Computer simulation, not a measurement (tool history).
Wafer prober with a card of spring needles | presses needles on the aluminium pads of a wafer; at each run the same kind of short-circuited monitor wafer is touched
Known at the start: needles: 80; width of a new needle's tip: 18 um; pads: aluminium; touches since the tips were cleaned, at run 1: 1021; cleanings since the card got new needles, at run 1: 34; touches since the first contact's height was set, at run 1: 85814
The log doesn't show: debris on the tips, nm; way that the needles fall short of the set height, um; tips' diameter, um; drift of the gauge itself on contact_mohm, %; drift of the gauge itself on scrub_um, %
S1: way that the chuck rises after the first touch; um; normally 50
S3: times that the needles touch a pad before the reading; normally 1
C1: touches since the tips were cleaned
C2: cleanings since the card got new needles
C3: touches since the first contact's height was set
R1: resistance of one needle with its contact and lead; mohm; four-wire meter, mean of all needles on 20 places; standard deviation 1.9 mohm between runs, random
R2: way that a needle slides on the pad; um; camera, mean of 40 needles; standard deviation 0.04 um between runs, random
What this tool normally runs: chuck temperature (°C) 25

{"run": 1, "hour": 0.0, "S1": 50, "chuck temperature (°C)": 25, "S3": 1, "C1": 1021, "C2": 34, "C3": 85814, "R1": 325, "R2": 9.92}
{"hour": 12.8, "done": "tips cleaned on abrasive film"}
{"run": 2, "hour": 19.5, "S1": 50, "chuck temperature (°C)": 25, "S3": 1, "C1": 2935, "C2": 35, "C3": 94338, "R1": 468, "R2": 9.96}
{"hour": 26.7, "done": "tips cleaned on abrasive film"}
{"hour": 41.1, "done": "tips cleaned on abrasive film"}
{"run": 3, "hour": 50.7, "S1": 50, "chuck temperature (°C)": 25, "S3": 2, "C1": 4222, "C2": 37, "C3": 107936, "R1": 365, "R2": 9.89}
{"hour": 56.0, "done": "tips cleaned on abrasive film"}
{"hour": 70.6, "done": "tips cleaned on abrasive film"}
{"hour": 85.1, "done": "tips cleaned on abrasive film"}
{"run": 4, "hour": 85.7, "S1": 50, "chuck temperature (°C)": 25, "S3": 2, "C1": 240, "C2": 40, "C3": 123158, "R1": 241, "R2": 9.88}
{"hour": 99.8, "done": "tips cleaned on abrasive film"}
{"hour": 114.4, "done": "tips cleaned on abrasive film"}
{"run": 5, "hour": 114.4, "S1": 50, "chuck temperature (°C)": 27, "S3": 1, "C1": 0, "C2": 42, "C3": 135688, "R1": 237, "R2": 9.79}
{"hour": 130.1, "done": "tips cleaned on abrasive film"}
{"run": 6, "hour": 138.6, "S1": 50, "chuck temperature (°C)": 27, "S3": 1, "C1": 3709, "C2": 43, "C3": 146263, "R1": 509, "R2": 9.74}
{"hour": 144.3, "done": "tips cleaned on abrasive film"}
{"run": 7, "hour": 156.3, "S1": 50, "chuck temperature (°C)": 27, "S3": 1, "C1": 5279, "C2": 44, "C3": 153995, "R1": 536, "R2": 9.74}
{"hour": 159.4, "done": "tips cleaned on abrasive film"}
{"hour": 159.7, "done": "height of the first contact set anew"}
{"hour": 174.0, "done": "tips cleaned on abrasive film"}
{"run": 8, "hour": 174.3, "S1": 50, "chuck temperature (°C)": 27, "S3": 1, "C1": 113, "C2": 46, "C3": 6365, "R1": 244, "R2": 10.2}
{"hour": 189.0, "done": "tips cleaned on abrasive film"}
{"hour": 203.8, "done": "tips cleaned on abrasive film"}
{"run": 9, "hour": 203.8, "S1": 50, "chuck temperature (°C)": 27, "S3": 1, "C1": 0, "C2": 48, "C3": 19247, "R1": 230, "R2": 10.17}
{"hour": 218.9, "done": "tips cleaned on abrasive film"}
{"run": 10, "hour": 224.6, "S1": 50, "chuck temperature (°C)": 25, "S3": 1, "C1": 2518, "C2": 49, "C3": 28342, "R1": 436, "R2": 10.17}
{"hour": 233.1, "done": "tips cleaned on abrasive film"}
{"run": 11, "hour": 242.4, "S1": 50, "chuck temperature (°C)": 115, "S3": 1, "C1": 4116, "C2": 50, "C3": 36119, "R1": 489, "R2": 10.15}
{"hour": 249.1, "done": "tips cleaned on abrasive film"}
{"hour": 264.6, "done": "tips cleaned on abrasive film"}
{"run": 12, "hour": 274.2, "S1": 50, "chuck temperature (°C)": 87, "S3": 1, "C1": 4207, "C2": 52, "C3": 49991, "R1": 493, "R2": 10.06}
{"hour": 279.9, "done": "tips cleaned on abrasive film"}
{"hour": 296.8, "done": "tips cleaned on abrasive film"}
{"run": 13, "hour": 305.8, "S1": 50, "chuck temperature (°C)": 25, "S3": 1, "C1": 3948, "C2": 54, "C3": 63774, "R1": 514, "R2": 10.05}
{"hour": 311.8, "done": "tips cleaned on abrasive film"}
{"hour": 328.2, "done": "tips cleaned on abrasive film"}
{"run": 14, "hour": 332.2, "S1": 55, "chuck temperature (°C)": 25, "S3": 2, "C1": 1772, "C2": 56, "C3": 75274, "R1": 304, "R2": 11.12}
{"hour": 343.8, "done": "tips cleaned on abrasive film"}
{"hour": 359.3, "done": "tips cleaned on abrasive film"}
{"run": 15, "hour": 365.7, "S1": 52, "chuck temperature (°C)": 107, "S3": 1, "C1": 2820, "C2": 58, "C3": 89880, "R1": 437, "R2": 10.38}
{"hour": 374.9, "done": "tips cleaned on abrasive film"}
{"run": 16, "hour": 381.3, "S1": 49, "chuck temperature (°C)": 58, "S3": 2, "C1": 2793, "C2": 59, "C3": 96679, "R1": 363, "R2": 9.74}
{"hour": 389.1, "done": "tips cleaned on abrasive film"}
{"hour": 403.1, "done": "tips cleaned on abrasive film"}
{"run": 17, "hour": 412.5, "S1": 49, "chuck temperature (°C)": 58, "S3": 2, "C1": 4131, "C2": 61, "C3": 110313, "R1": 401, "R2": 9.73}
{"hour": 417.9, "done": "tips cleaned on abrasive film"}
{"run": 18, "hour": 426.7, "S1": 49, "chuck temperature (°C)": 58, "S3": 2, "C1": 3867, "C2": 62, "C3": 116515, "R1": 409, "R2": 9.73}
{"hour": 432.9, "done": "tips cleaned on abrasive film"}
{"hour": 447.3, "done": "tips cleaned on abrasive film"}
{"run": 19, "hour": 452.4, "S1": 49, "chuck temperature (°C)": 58, "S3": 2, "C1": 2244, "C2": 64, "C3": 127701, "R1": 358, "R2": 9.61}
{"hour": 461.7, "done": "tips cleaned on abrasive film"}
{"run": 20, "hour": 467.9, "S1": 50, "chuck temperature (°C)": 25, "S3": 2, "C1": 2732, "C2": 65, "C3": 134449, "R1": 361, "R2": 9.73}
{"hour": 476.3, "done": "tips cleaned on abrasive film"}
{"hour": 491.0, "done": "tips cleaned on abrasive film"}
{"run": 21, "hour": 491.0, "S1": 50, "chuck temperature (°C)": 25, "S3": 2, "C1": 0, "C2": 67, "C3": 144522, "R1": 222, "R2": 9.82}
{"hour": 505.0, "done": "tips cleaned on abrasive film"}
{"hour": 513.8, "done": "height of the first contact set anew"}
{"run": 22, "hour": 513.8, "S1": 50, "chuck temperature (°C)": 32, "S3": 2, "C1": 3730, "C2": 68, "C3": 0, "R1": 391, "R2": 10.33}
{"hour": 521.5, "done": "tips cleaned on abrasive film"}
{"hour": 536.6, "done": "tips cleaned on abrasive film"}
{"run": 23, "hour": 546.0, "S1": 68, "chuck temperature (°C)": 68, "S3": 1, "C1": 4154, "C2": 70, "C3": 14075, "R1": 381, "R2": 13.9}
{"hour": 551.8, "done": "tips cleaned on abrasive film"}
{"run": 24, "hour": 563.2, "S1": 68, "chuck temperature (°C)": 68, "S3": 1, "C1": 5026, "C2": 71, "C3": 21587, "R1": 386, "R2": 13.85}
{"hour": 565.9, "done": "tips cleaned on abrasive film"}
{"hour": 580.8, "done": "tips cleaned on abrasive film"}
{"run": 25, "hour": 581.6, "S1": 68, "chuck temperature (°C)": 68, "S3": 1, "C1": 355, "C2": 73, "C3": 29564, "R1": 251, "R2": 13.89}
{"hour": 595.0, "done": "tips cleaned on abrasive film"}
{"hour": 610.0, "done": "tips cleaned on abrasive film"}
{"run": 26, "hour": 616.7, "S1": 50, "chuck temperature (°C)": 91, "S3": 3, "C1": 2960, "C2": 75, "C3": 44906, "R1": 316, "R2": 10.13}

Here are 5 independent what-if runs from the current tool condition. What would each one return?
{"hour": 625.3, "done": "tips cleaned on abrasive film"}
{"run": "A", "hour": 631.6, "S1": 50, "chuck temperature (°C)": 102, "S3": 3, "C1": 2789, "C2": 76, "C3": 51407, "R1": "?", "R2": "?"}
{"hour": 625.3, "done": "tips cleaned on abrasive film"}
{"run": "B", "hour": 631.6, "S1": 38, "chuck temperature (°C)": 91, "S3": 3, "C1": 2789, "C2": 76, "C3": 51407, "R1": "?", "R2": "?"}
{"hour": 625.3, "done": "tips cleaned on abrasive film"}
{"run": "C", "hour": 631.6, "S1": 32, "chuck temperature (°C)": 92, "S3": 3, "C1": 2789, "C2": 76, "C3": 51407, "R1": "?", "R2": "?"}
{"hour": 625.3, "done": "tips cleaned on abrasive film"}
{"run": "D", "hour": 631.6, "S1": 67, "chuck temperature (°C)": 100, "S3": 3, "C1": 2789, "C2": 76, "C3": 51407, "R1": "?", "R2": "?"}
{"hour": 625.3, "done": "tips cleaned on abrasive film"}
{"run": "E", "hour": 631.6, "S1": 50, "chuck temperature (°C)": 89, "S3": 1, "C1": 2789, "C2": 76, "C3": 51407, "R1": "?", "R2": "?"}

run=A R1=323 R2=10.12
run=B R1=389 R2=7.57
run=C R1=451 R2=6.46
run=D R1=279 R2=13.51
run=E R1=491 R2=10.13
Take away the tool's hidden state, keep each run's random variation, and the runs would have read:
run=A R1=228 R2=10.28
run=B R1=228 R2=7.74
run=C R1=231 R2=6.63
run=D R1=224 R2=13.68
run=E R1=225 R2=10.29

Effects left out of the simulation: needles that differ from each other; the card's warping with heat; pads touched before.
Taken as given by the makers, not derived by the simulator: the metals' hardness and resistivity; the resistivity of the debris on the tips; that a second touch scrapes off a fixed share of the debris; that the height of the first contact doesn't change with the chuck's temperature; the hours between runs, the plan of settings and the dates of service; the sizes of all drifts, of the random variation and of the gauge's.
